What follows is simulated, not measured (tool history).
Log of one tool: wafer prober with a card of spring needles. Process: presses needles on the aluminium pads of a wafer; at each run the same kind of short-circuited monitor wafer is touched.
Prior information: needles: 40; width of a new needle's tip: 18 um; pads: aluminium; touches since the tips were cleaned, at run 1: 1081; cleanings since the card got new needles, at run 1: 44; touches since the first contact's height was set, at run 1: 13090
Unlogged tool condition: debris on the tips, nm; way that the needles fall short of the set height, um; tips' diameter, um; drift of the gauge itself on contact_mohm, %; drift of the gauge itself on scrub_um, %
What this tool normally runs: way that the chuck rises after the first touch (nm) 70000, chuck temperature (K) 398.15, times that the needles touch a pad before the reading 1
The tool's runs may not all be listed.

| run | day | way that the chuck rises after the first touch (nm) | chuck temperature (K) | times that the needles touch a pad before the reading | touches since the tips were cleaned | cleanings since the card got new needles | touches since the first contact's height was set | resistance of one needle with its contact and lead (mohm) | way that a needle slides on the pad (nm) |
|---|---|---|---|---|---|---|---|---|---|
| 1 | 0.000 | 70000 | 398.15 | 1 | 1081 | 44 | 13090 | 251 | 10360 |
|  | 0.229 | tips cleaned on abrasive film |
| 2 | 0.408 | 70000 | 398.15 | 1 | 1318 | 45 | 16053 | 255 | 10350 |
|  | 0.617 | tips cleaned on abrasive film |
| 3 | 0.892 | 70000 | 398.15 | 1 | 1991 | 46 | 19556 | 253 | 10370 |
|  | 0.992 | tips cleaned on abrasive film |
| 4 | 1.258 | 70000 | 398.15 | 1 | 1963 | 47 | 22232 | 251 | 10370 |
|  | 1.379 | tips cleaned on abrasive film |
| 5 | 1.667 | 70000 | 398.15 | 1 | 2120 | 48 | 25185 | 249 | 10410 |
|  | 1.762 | tips cleaned on abrasive film |
| 6 | 1.975 | 70000 | 398.15 | 1 | 1569 | 49 | 27414 | 252 | 10400 |
|  | 2.138 | tips cleaned on abrasive film |
| 7 | 2.204 | 69000 | 316.15 | 1 | 498 | 50 | 29071 | 228 | 10240 |

What does the tool deliver on the next run?
|  | 2.521 | tips cleaned on abrasive film |
| 8 | 2.638 | 70000 | 305.15 | 1 | 845 | 51 | 32211 | ? | ? |

Run 8 yielded resistance of one needle with its contact and lead (mohm) 227, way that a needle slides on the pad (nm) 10430.
With no hidden state in the tool, this same run would have given resistance of one needle with its contact and lead (mohm) 227, way that a needle slides on the pad (nm) 10370.
